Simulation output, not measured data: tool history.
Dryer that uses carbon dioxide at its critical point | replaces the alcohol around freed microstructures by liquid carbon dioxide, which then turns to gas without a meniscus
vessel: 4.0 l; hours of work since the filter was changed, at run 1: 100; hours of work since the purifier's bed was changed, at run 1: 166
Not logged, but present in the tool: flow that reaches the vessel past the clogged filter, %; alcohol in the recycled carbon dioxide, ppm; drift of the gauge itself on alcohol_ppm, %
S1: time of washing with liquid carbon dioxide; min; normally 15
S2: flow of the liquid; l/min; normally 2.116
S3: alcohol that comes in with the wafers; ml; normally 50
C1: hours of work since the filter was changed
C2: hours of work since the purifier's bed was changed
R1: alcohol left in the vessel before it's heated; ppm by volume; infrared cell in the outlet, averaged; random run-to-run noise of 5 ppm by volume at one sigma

run 1 hour=0 | S1=15 S2=2.116 S3=50 | C1=100 C2=166 | R1=47
run 2 hour=13.9 | S1=15 S2=3.49 S3=50 | C1=110 C2=176 | R1=26
run 3 hour=27.8 | S1=15 S2=3.02 S3=50 | C1=120 C2=185 | R1=25
run 4 hour=34.9 | S1=15 S2=2.116 S3=50 | C1=124 C2=190 | R1=46
run 5 hour=46 | S1=15 S2=2.116 S3=50 | C1=132 C2=198 | R1=55
run 6 hour=55.8 | S1=15 S2=2.116 S3=50 | C1=139 C2=205 | R1=52
run 7 hour=68.4 | S1=15 S2=2.116 S3=35 | C1=148 C2=213 | R1=39
run 8 hour=82.1 | S1=15 S2=1.94 S3=50 | C1=157 C2=223 | R1=74
run 9 hour=95.2 | S1=15 S2=2.116 S3=50 | C1=166 C2=232 | R1=60
run 10 hour=105.6 | S1=15 S2=2.116 S3=50 | C1=173 C2=239 | R1=58
run 11 hour=115.9 | S1=15 S2=2.116 S3=50 | C1=180 C2=246 | R1=58
run 12 hour=124.1 | S1=15 S2=2.116 S3=50 | C1=186 C2=252 | R1=62
run 13 hour=136.3 | S1=18 S2=2.116 S3=50 | C1=194 C2=260 | R1=43
run 14 hour=149.5 | S1=18 S2=2.116 S3=50 | C1=204 C2=269 | R1=34
run 15 hour=157.3 | S1=15 S2=1.5 S3=50 | C1=209 C2=275 | R1=189
run 16 hour=166.7 | S1=15 S2=1.5 S3=50 | C1=216 C2=281 | R1=191
run 17 hour=179.6 | S1=15 S2=1.7 S3=50 | C1=224 C2=290 | R1=129
run 18 hour=191.5 | S1=14 S2=2.116 S3=57 | C1=233 C2=299 | R1=86
run 19 hour=204.1 | S1=14 S2=3.25 S3=57 | C1=241 C2=307 | R1=40
run 20 hour=211.7 | S1=14 S2=2.33 S3=20 | C1=247 C2=313 | R1=50
run 21 hour=224.5 | S1=15 S2=1.82 S3=29 | C1=255 C2=321 | R1=79
run 22 hour=232 | S1=15 S2=1.82 S3=29 | C1=261 C2=327 | R1=83

Forecast run 23:
run 23 hour=241.4 | S1=19 S2=3.37 S3=50 | C1=267 C2=333 | R1=?

R1: 37 ppm by volume
Without the tool's hidden state the same run would have given R1 1 ppm by volume.
